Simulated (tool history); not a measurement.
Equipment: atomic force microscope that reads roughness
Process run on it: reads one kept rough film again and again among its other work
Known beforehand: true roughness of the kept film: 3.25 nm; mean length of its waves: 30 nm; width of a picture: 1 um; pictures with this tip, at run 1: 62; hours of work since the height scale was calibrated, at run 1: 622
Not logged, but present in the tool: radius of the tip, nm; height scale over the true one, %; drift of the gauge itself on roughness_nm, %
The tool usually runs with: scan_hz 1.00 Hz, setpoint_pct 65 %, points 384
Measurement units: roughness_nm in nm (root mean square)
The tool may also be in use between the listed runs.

run	hour	scan_hz	setpoint_pct	points	pictures with this tip	hours of work since the height scale was calibrated	roughness_nm
1	0.0	1.00	65	384	62	622	2.630
# hour 31.7: new tip fitted
2	65.2	1.00	65	545	50	668	2.691
3	99.1	1.00	65	384	101	692	2.534
# hour 104.6: new tip fitted
4	159.4	1.00	65	384	82	734	2.603
# hour 177.0: new tip fitted
5	225.1	1.00	65	384	72	781	2.620
# hour 248.3: new tip fitted
6	291.5	1.00	65	384	65	828	2.605
# hour 318.9: new tip fitted
7	332.2	1.00	65	450	20	856	2.784
# hour 392.1: new tip fitted
8	401.9	1.00	65	450	14	906	2.806
9	460.2	1.00	65	384	102	947	2.514
# hour 467.0: new tip fitted
10	492.9	1.00	65	384	39	970	2.708
# hour 539.8: new tip fitted
11	567.1	1.00	65	384	41	1022	2.698
# hour 613.6: new tip fitted
12	638.0	1.00	65	384	37	1072	2.729
# hour 686.4: new tip fitted
13	694.4	1.00	65	384	12	1112	2.804
14	729.1	1.80	65	384	64	1137	2.540
# hour 758.8: new tip fitted
15	803.5	1.80	65	384	67	1190	2.509
# hour 833.6: new tip fitted
16	851.4	1.00	65	384	27	1223	2.732
# hour 909.0: new tip fitted
17	911.0	1.10	65	384	2	1265	2.799
18	974.7	3.39	65	384	98	1311	2.282
# hour 979.2: new tip fitted
19	1012.9	3.39	65	384	50	1338	2.415
# hour 1050.3: new tip fitted
20	1057.8	3.39	65	384	11	1369	2.530
21	1119.8	3.39	65	384	104	1413	2.265
# hour 1125.2: new tip fitted
22	1163.9	3.39	65	384	58	1444	2.375
# hour 1197.2: new tip fitted
23	1216.5	1.00	65	711	30	1481	2.732
24	1257.6	1.00	65	711	91	1511	2.549
# hour 1268.5: new tip fitted
25	1298.5	1.00	57	384	45	1539	2.693
# hour 1340.1: new tip fitted
26	1365.0	1.00	57	384	38	1586	2.743
# hour 1413.1: new tip fitted
27	1422.9	1.00	57	384	15	1627	2.789
28	1467.3	1.00	57	384	82	1659	2.634
# hour 1485.0: new tip fitted
29	1533.9	1.00	57	384	73	1706	2.634
# hour 1559.4: new tip fitted
30	1586.4	1.00	89	867	41	1743	2.442
# hour 1632.9: new tip fitted
31	1651.9	0.71	65	384	28	1789	2.727
# hour 1704.5: new tip fitted
32	1712.4	1.00	57	390	12	1832	2.829
33	1770.2	1.00	57	390	99	1873	2.529
# hour 1774.7: new tip fitted
# hour 1775.7: height scale calibrated on a step standard
34	1839.3	1.93	57	264	96	45	2.454
# hour 1849.2: new tip fitted
35	1914.2	2.28	57	429	98	98	2.441
# hour 1920.0: new tip fitted
# hour 1947.5: height scale calibrated on a step standard, once more
36	1984.0	1.00	81	422	94	26	2.411
# hour 1993.5: new tip fitted
37	2050.7	1.00	81	422	86	73	2.432
# hour 2067.2: new tip fitted
38	2110.1	2.55	79	686	65	115	2.231
# hour 2139.1: new tip fitted
39	2144.7	3.91	61	384	8	139	2.608
40	2206.5	1.59	57	1015	101	183	2.555
# hour 2212.2: new tip fitted
41	2260.3	3.40	70	826	72	221	2.297
# hour 2283.7: new tip fitted
42	2296.5	3.40	70	826	19	247	2.435
43	2343.1	1.83	85	282	89	280	2.158
# hour 2356.2: new tip fitted
44	2384.6	1.83	78	758	43	309	2.413
# hour 2426.4: new tip fitted
45	2430.6	1.83	78	758	6	341	2.543
46	2477.4	1.83	78	758	77	375	2.391
# hour 2499.0: new tip fitted
47	2523.8	1.00	62	862	37	407	2.757
48	2566.6	1.00	70	644	101	438	2.519
# hour 2570.4: new tip fitted
49	2627.7	1.00	70	644	87	481	2.560
# hour 2641.1: new tip fitted
50	2696.8	1.00	70	644	84	530	2.570
# hour 2716.5: new tip fitted
51	2747.6	1.00	80	289	47	566	2.538

Alternative continuations, all from the tool just after run 51; predict every row:
# hour 2788.0: new tip fitted
A	2788.0	0.61	64	440	0	594	?
# hour 2788.0: new tip fitted
B	2788.0	1.00	65	684	0	594	?
# hour 2788.0: new tip fitted
C	2788.0	1.00	80	553	0	594	?

run	roughness_nm
A	2.920
B	2.878
C	2.713
Without the tool's hidden state the same runs would have given:
run	roughness_nm
A	2.951
B	2.908
C	2.742

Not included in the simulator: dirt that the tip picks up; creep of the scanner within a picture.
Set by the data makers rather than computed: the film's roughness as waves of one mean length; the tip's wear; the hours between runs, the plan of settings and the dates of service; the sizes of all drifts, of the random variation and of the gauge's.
